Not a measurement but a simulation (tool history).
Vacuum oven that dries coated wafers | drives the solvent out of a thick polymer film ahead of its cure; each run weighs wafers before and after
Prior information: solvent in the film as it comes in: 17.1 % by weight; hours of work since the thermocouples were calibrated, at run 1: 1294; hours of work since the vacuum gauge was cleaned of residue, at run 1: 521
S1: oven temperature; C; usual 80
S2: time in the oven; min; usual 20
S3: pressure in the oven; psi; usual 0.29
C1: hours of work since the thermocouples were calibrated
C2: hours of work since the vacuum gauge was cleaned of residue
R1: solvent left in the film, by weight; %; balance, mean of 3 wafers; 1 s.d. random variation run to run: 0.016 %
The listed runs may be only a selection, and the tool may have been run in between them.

run   hour  S1  S2     S3    C1   C2    R1
  1      0  80  20   0.29  1294  521  1.09
  2   51.9  80  20   0.29  1317  544  1.09
  3   97.4  80  20   0.29  1337  564  1.12
  4  145.3  81  20   0.29  1358  585  0.97
  5  189.5  81  20   0.29  1378  605  0.98
  6  218.1  81  20   0.29  1391  617  0.97
  7  274.5  69  20   0.29  1415  642  2.89
     325.8  -- oven's thermocouples calibrated
  8  335.3  80  20   0.29     4  668  1.27
  9  367.8  80  20   0.29    19  682  1.27
     374.5  -- vacuum gauge cleaned of residue and calibrated
 10  425.1  80  20   0.29    43   22  1.28
 11  480.2  80  20   0.29    67   47  1.25
 12  508.4  73  20   0.29    80   59  2.45
 13  532.7  80  16   0.29    91   70  1.73
     551.6  -- vacuum gauge cleaned of residue and calibrated, once more
 14  573.2  80  16   0.29   108   10  1.68
 15  619.3  69  26  0.542   128   30  3.31
 16    662  76  22  0.284   147   49  1.53
 17  695.5  76  30  1.146   162   63  3.63
 18  750.8  76  23  0.242   186   88  1.33
 19  803.9  69  12  0.347   210  111  5.63
 20  846.6  80  19  0.534   228  130   1.9
 21    886  80  13  0.824   246  148  3.48

5 options for the next run, each taken on its own from the tool as it stands now. Forecast them:
  A   942  90  26  0.381  271  172   ?
  B   942  80  26  0.252  271  172   ?
  C   942  93  31   0.69  271  172   ?
  D   942  66  20   0.29  271  172   ?
  E   942  69  32  0.235  271  172   ?

run    R1
  A  0.68
  B  0.82
  C  1.05
  D  4.04
  E  1.63
Without the tool's unlogged condition, the same runs would have read:
run    R1
  A  0.69
  B  0.86
  C  1.07
  D   4.2
  E  1.72

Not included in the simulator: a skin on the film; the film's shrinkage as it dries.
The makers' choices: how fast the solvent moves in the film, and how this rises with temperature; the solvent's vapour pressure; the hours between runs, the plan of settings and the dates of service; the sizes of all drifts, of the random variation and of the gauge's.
